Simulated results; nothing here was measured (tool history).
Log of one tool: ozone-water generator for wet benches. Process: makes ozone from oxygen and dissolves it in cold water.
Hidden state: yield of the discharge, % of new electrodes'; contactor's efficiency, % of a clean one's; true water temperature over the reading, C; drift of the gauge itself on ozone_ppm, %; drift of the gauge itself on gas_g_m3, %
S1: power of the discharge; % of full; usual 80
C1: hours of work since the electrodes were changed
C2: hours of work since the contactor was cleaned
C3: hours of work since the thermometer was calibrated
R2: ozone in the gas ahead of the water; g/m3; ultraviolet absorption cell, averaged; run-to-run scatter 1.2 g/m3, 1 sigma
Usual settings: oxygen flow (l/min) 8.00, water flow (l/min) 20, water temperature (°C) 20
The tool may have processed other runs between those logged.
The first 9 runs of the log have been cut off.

{"run": 10, "day": 29.229, "S1": 89, "oxygen flow (l/min)": 8.0, "water flow (l/min)": 20, "water temperature (°C)": 20, "C1": 1542, "C2": 680, "C3": 3467, "dissolved ozone (ppm)": 27.0, "R2": 234.5}
{"run": 11, "day": 33.775, "S1": 89, "oxygen flow (l/min)": 8.0, "water flow (l/min)": 20, "water temperature (°C)": 20, "C1": 1648, "C2": 786, "C3": 3572, "dissolved ozone (ppm)": 26.8, "R2": 232.9}
{"run": 12, "day": 37.696, "S1": 89, "oxygen flow (l/min)": 8.0, "water flow (l/min)": 20, "water temperature (°C)": 20, "C1": 1739, "C2": 877, "C3": 3664, "dissolved ozone (ppm)": 26.9, "R2": 234.5}
{"run": 13, "day": 40.0, "S1": 89, "oxygen flow (l/min)": 8.0, "water flow (l/min)": 20, "water temperature (°C)": 20, "C1": 1793, "C2": 931, "C3": 3717, "dissolved ozone (ppm)": 27.0, "R2": 236.3}
{"run": 14, "day": 43.1, "S1": 54, "oxygen flow (l/min)": 8.0, "water flow (l/min)": 20, "water temperature (°C)": 20, "C1": 1865, "C2": 1003, "C3": 3789, "dissolved ozone (ppm)": 20.8, "R2": 180.6}
{"run": 15, "day": 46.867, "S1": 54, "oxygen flow (l/min)": 8.0, "water flow (l/min)": 20, "water temperature (°C)": 20, "C1": 1953, "C2": 1091, "C3": 3877, "dissolved ozone (ppm)": 20.3, "R2": 177.8}
{"run": 16, "day": 48.762, "S1": 54, "oxygen flow (l/min)": 8.0, "water flow (l/min)": 20, "water temperature (°C)": 20, "C1": 1997, "C2": 1135, "C3": 3921, "dissolved ozone (ppm)": 20.5, "R2": 180.5}
{"run": 17, "day": 51.729, "S1": 43, "oxygen flow (l/min)": 10.4, "water flow (l/min)": 20, "water temperature (°C)": 16, "C1": 2066, "C2": 1204, "C3": 3990, "dissolved ozone (ppm)": 18.5, "R2": 137.5}
{"run": 18, "day": 53.733, "S1": 80, "oxygen flow (l/min)": 4.51, "water flow (l/min)": 20, "water temperature (°C)": 16, "C1": 2113, "C2": 1251, "C3": 4037, "dissolved ozone (ppm)": 28.1, "R2": 311.3}
{"run": 19, "day": 56.571, "S1": 80, "oxygen flow (l/min)": 8.0, "water flow (l/min)": 16, "water temperature (°C)": 20, "C1": 2179, "C2": 1317, "C3": 4103, "dissolved ozone (ppm)": 30.3, "R2": 219.7}
{"run": 20, "day": 58.883, "S1": 83, "oxygen flow (l/min)": 8.23, "water flow (l/min)": 20, "water temperature (°C)": 17, "C1": 2233, "C2": 1370, "C3": 4157, "dissolved ozone (ppm)": 26.9, "R2": 221.2}
{"run": 21, "day": 63.012, "S1": 46, "oxygen flow (l/min)": 5.73, "water flow (l/min)": 20, "water temperature (°C)": 27, "C1": 2329, "C2": 1467, "C3": 4253, "dissolved ozone (ppm)": 17.7, "R2": 201.9}
{"run": 22, "day": 66.375, "S1": 46, "oxygen flow (l/min)": 5.73, "water flow (l/min)": 20, "water temperature (°C)": 27, "C1": 2407, "C2": 1545, "C3": 4331, "dissolved ozone (ppm)": 17.2, "R2": 202.0}
{"run": 23, "day": 68.688, "S1": 46, "oxygen flow (l/min)": 5.73, "water flow (l/min)": 20, "water temperature (°C)": 27, "C1": 2461, "C2": 1599, "C3": 4385, "dissolved ozone (ppm)": 17.8, "R2": 202.0}
{"run": 24, "day": 70.829, "S1": 46, "oxygen flow (l/min)": 7.38, "water flow (l/min)": 20, "water temperature (°C)": 27, "C1": 2511, "C2": 1648, "C3": 4435, "dissolved ozone (ppm)": 17.2, "R2": 174.6}
{"run": 25, "day": 73.362, "S1": 93, "oxygen flow (l/min)": 6.42, "water flow (l/min)": 20, "water temperature (°C)": 25, "C1": 2570, "C2": 1707, "C3": 4494, "dissolved ozone (ppm)": 26.1, "R2": 273.6}
{"run": 26, "day": 76.321, "S1": 47, "oxygen flow (l/min)": 8.0, "water flow (l/min)": 20, "water temperature (°C)": 21, "C1": 2638, "C2": 1776, "C3": 4563, "dissolved ozone (ppm)": 19.2, "R2": 169.1}
{"run": 27, "day": 79.254, "S1": 51, "oxygen flow (l/min)": 8.0, "water flow (l/min)": 17, "water temperature (°C)": 20, "C1": 2707, "C2": 1845, "C3": 4631, "dissolved ozone (ppm)": 22.9, "R2": 174.7}
{"run": 28, "day": 82.238, "S1": 51, "oxygen flow (l/min)": 8.0, "water flow (l/min)": 17, "water temperature (°C)": 20, "C1": 2776, "C2": 1914, "C3": 4700, "dissolved ozone (ppm)": 22.8, "R2": 177.1}
{"run": 29, "day": 86.721, "S1": 51, "oxygen flow (l/min)": 8.0, "water flow (l/min)": 17, "water temperature (°C)": 20, "C1": 2881, "C2": 2018, "C3": 4805, "dissolved ozone (ppm)": 22.7, "R2": 174.1}
{"run": 30, "day": 89.996, "S1": 56, "oxygen flow (l/min)": 12.11, "water flow (l/min)": 21, "water temperature (°C)": 20, "C1": 2957, "C2": 2095, "C3": 4881, "dissolved ozone (ppm)": 18.4, "R2": 145.0}
{"run": 31, "day": 92.679, "S1": 56, "oxygen flow (l/min)": 12.11, "water flow (l/min)": 28, "water temperature (°C)": 20, "C1": 3019, "C2": 2157, "C3": 4943, "dissolved ozone (ppm)": 14.8, "R2": 142.8}
{"run": 32, "day": 96.683, "S1": 56, "oxygen flow (l/min)": 4.22, "water flow (l/min)": 16, "water temperature (°C)": 20, "C1": 3112, "C2": 2250, "C3": 5037, "dissolved ozone (ppm)": 27.2, "R2": 269.3}

Consider 3 possible next runs. They are alternatives, not a sequence: every one starts from the tool as it was left by run 32. What does each give?
{"run": "A", "day": 100.221, "S1": 56, "oxygen flow (l/min)": 8.77, "water flow (l/min)": 19, "water temperature (°C)": 22, "C1": 3195, "C2": 2333, "C3": 5119, "dissolved ozone (ppm)": "?", "R2": "?"}
{"run": "B", "day": 100.221, "S1": 80, "oxygen flow (l/min)": 4.16, "water flow (l/min)": 20, "water temperature (°C)": 20, "C1": 3195, "C2": 2333, "C3": 5119, "dissolved ozone (ppm)": "?", "R2": "?"}
{"run": "C", "day": 100.221, "S1": 94, "oxygen flow (l/min)": 8.91, "water flow (l/min)": 23, "water temperature (°C)": 20, "C1": 3195, "C2": 2333, "C3": 5119, "dissolved ozone (ppm)": "?", "R2": "?"}

run=A dissolved_ozone_(ppm)=20.7 R2=176.3
run=B dissolved_ozone_(ppm)=26.8 R2=326.0
run=C dissolved_ozone_(ppm)=23.9 R2=226.9
Without the tool's hidden state the same runs would have given:
run=A dissolved_ozone_(ppm)=20.7 R2=176.5
run=B dissolved_ozone_(ppm)=26.9 R2=326.4
run=C dissolved_ozone_(ppm)=24.0 R2=227.2

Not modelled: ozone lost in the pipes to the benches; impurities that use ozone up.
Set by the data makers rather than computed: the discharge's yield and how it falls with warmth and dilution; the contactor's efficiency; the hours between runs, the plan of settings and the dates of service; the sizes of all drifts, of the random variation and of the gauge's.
